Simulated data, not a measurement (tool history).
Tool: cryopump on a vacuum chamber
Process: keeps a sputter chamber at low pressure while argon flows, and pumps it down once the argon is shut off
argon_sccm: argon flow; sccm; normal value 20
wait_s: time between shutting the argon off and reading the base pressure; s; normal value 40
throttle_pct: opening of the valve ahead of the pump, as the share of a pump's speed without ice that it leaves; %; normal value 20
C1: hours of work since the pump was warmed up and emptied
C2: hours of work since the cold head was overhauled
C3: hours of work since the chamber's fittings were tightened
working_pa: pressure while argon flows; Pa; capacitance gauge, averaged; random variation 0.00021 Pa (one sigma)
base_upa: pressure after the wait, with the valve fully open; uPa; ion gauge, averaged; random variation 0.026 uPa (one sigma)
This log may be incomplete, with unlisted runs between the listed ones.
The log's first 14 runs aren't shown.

Run 15, day 31.842: usual settings but argon_sccm 21 sccm; C1 39; C2 1121; C3 828. Result: working_pa 0.0864 Pa, base_upa 2.02 uPa.
Run 16, day 33.312: usual settings; C1 56; C2 1138; C3 845. Result: working_pa 0.0827 Pa, base_upa 2.01 uPa.
Run 17, day 36.046: usual settings; C1 87; C2 1169; C3 877. Result: working_pa 0.0826 Pa, base_upa 2.09 uPa.
Run 18, day 38.775: usual settings; C1 119; C2 1201; C3 908. Result: working_pa 0.0831 Pa, base_upa 2.09 uPa.
Run 19, day 41.388: usual settings; C1 149; C2 1231; C3 938. Result: working_pa 0.083 Pa, base_upa 2.16 uPa.
Run 20, day 44.083: usual settings but wait_s 60 s; C1 180; C2 1262; C3 969. Result: working_pa 0.0828 Pa, base_upa 1.92 uPa.
Run 21, day 46.817: usual settings but argon_sccm 30 sccm, throttle_pct 54 %; C1 211; C2 1293; C3 1001. Result: working_pa 0.0472 Pa, base_upa 2.31 uPa.
Run 22, day 49.954: usual settings but wait_s 38 s, throttle_pct 16 %; C1 248; C2 1329; C3 1037. Result: working_pa 0.1034 Pa, base_upa 2.38 uPa.
Run 23, day 52.617: usual settings but argon_sccm 10 sccm, wait_s 56 s, throttle_pct 44 %; C1 278; C2 1360; C3 1068. Result: working_pa 0.0194 Pa, base_upa 2.09 uPa.
Run 24, day 54.404: usual settings but argon_sccm 10 sccm, wait_s 56 s, throttle_pct 44 %; C1 299; C2 1380; C3 1088. Result: working_pa 0.0191 Pa, base_upa 2.14 uPa.
Run 25, day 56.817: usual settings but wait_s 31 s; C1 327; C2 1408; C3 1116. Result: working_pa 0.0834 Pa, base_upa 2.69 uPa.
Run 26, day 59.95: usual settings but wait_s 54 s; C1 363; C2 1444; C3 1152. Result: working_pa 0.0835 Pa, base_upa 2.25 uPa.

For run 27, what comes out?
Run 27, day 62.542: usual settings but argon_sccm 9 sccm, wait_s 38 s, throttle_pct 38 %; C1 393; C2 1474; C3 1182. Result: working_pa ?, base_upa ?.

working_pa: 0.0202 Pa
base_upa: 2.58 uPa
If the tool had no hidden condition, the same run with the same run-to-run variation would have returned working_pa 0.0195 Pa, base_upa 1.2 uPa.
